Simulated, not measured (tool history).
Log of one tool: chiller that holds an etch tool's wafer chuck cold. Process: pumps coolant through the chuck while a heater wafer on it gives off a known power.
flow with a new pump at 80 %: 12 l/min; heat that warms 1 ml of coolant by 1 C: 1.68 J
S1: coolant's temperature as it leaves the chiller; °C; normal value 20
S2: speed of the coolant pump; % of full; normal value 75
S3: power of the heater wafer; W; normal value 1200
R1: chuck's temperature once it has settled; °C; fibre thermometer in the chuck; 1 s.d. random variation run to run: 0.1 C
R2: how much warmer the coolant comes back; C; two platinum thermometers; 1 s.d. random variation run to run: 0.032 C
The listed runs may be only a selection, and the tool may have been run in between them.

run 1 hour=0 | S1=20 S2=75 S3=1200 | R1=32.8 R2=3.85
run 2 hour=20.1 | S1=20 S2=75 S3=1200 | R1=33 R2=3.87
run 3 hour=48.9 | S1=20 S2=75 S3=1200 | R1=32.7 R2=3.93
run 4 hour=85.3 | S1=20 S2=75 S3=1200 | R1=32.9 R2=3.93
run 5 hour=120.7 | S1=20 S2=75 S3=1200 | R1=32.9 R2=3.84
run 6 hour=156.4 | S1=20 S2=62 S3=1200 | R1=34.8 R2=4.81
run 7 hour=175.7 | S1=20 S2=92 S3=1200 | R1=31.4 R2=3.06
run 8 hour=208.9 | S1=20 S2=92 S3=1200 | R1=31.2 R2=3.09
run 9 hour=249 | S1=20 S2=92 S3=1200 | R1=31.1 R2=3.09

Estimate the outcome of run 10 from the log above:
run 10 hour=278.3 | S1=29 S2=61 S3=1200 | R1=? R2=?

{"run 10": {"R1": 44, "R2": 4.93}}
Take away the tool's hidden state, keep the run-to-run variation as it was, and the same run would have given R1 43.1 °C, R2 4.87 C.
